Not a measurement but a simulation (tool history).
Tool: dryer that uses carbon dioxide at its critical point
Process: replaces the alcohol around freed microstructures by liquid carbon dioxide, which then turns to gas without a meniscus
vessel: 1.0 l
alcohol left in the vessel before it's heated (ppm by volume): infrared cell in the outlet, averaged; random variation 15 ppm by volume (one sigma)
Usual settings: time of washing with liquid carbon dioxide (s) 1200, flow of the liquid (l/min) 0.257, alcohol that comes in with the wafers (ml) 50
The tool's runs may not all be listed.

| run | hour | time of washing with liquid carbon dioxide (s) | flow of the liquid (l/min) | alcohol that comes in with the wafers (ml) | alcohol left in the vessel before it's heated (ppm by volume) |
|---|---|---|---|---|---|
| 1 | 0.0 | 1200 | 0.257 | 50 | 1516 |
| 2 | 9.3 | 1200 | 0.257 | 50 | 1481 |
| 3 | 15.1 | 1200 | 0.257 | 50 | 1559 |
| 4 | 26.1 | 1200 | 0.257 | 50 | 1579 |
| 5 | 36.1 | 1200 | 0.257 | 50 | 1581 |
| 6 | 44.5 | 1200 | 0.257 | 50 | 1613 |
| 7 | 52.2 | 1200 | 0.257 | 50 | 1597 |
| 8 | 62.4 | 1200 | 0.257 | 50 | 1634 |
| 9 | 71.8 | 1200 | 0.257 | 50 | 1618 |
| 10 | 82.7 | 1200 | 0.257 | 50 | 1695 |
| 11 | 93.1 | 1200 | 0.212 | 50 | 3057 |
| 12 | 104.0 | 1200 | 0.212 | 50 | 3029 |
| 13 | 114.2 | 1200 | 0.212 | 50 | 3077 |
| 14 | 125.1 | 1140 | 0.225 | 88 | 5274 |
|  | 130.1 | inlet filter changed |
| 15 | 136.2 | 1140 | 0.225 | 88 | 3207 |
| 16 | 142.7 | 1500 | 0.225 | 88 | 1156 |
| 17 | 150.1 | 1500 | 0.225 | 88 | 1155 |
| 18 | 157.5 | 1500 | 0.360 | 89 | 110 |
| 19 | 169.4 | 780 | 0.162 | 61 | 11756 |
| 20 | 181.1 | 780 | 0.162 | 61 | 12134 |
| 21 | 185.9 | 1200 | 0.401 | 50 | 137 |
| 22 | 197.2 | 840 | 0.257 | 50 | 3306 |
| 23 | 208.8 | 1320 | 0.257 | 50 | 728 |
| 24 | 214.8 | 1320 | 0.257 | 50 | 713 |

The same runs without the tool's hidden state, with the same run-to-run variation:
The hidden state here: flow that reaches the vessel past the clogged filter, %; alcohol in the recycled carbon dioxide, ppm; drift of the gauge itself on alcohol_ppm, %.
| run | alcohol left in the vessel before it's heated (ppm by volume) |
|---|---|
| 1 | 917 |
| 2 | 882 |
| 3 | 925 |
| 4 | 923 |
| 5 | 914 |
| 6 | 922 |
| 7 | 908 |
| 8 | 914 |
| 9 | 889 |
| 10 | 924 |
| 11 | 1834 |
| 12 | 1798 |
| 13 | 1803 |
| 14 | 3055 |
| 15 | 3138 |
| 16 | 1108 |
| 17 | 1095 |
| 18 | 88 |
| 19 | 11452 |
| 20 | 11748 |
| 21 | 108 |
| 22 | 3079 |
| 23 | 632 |
| 24 | 614 |
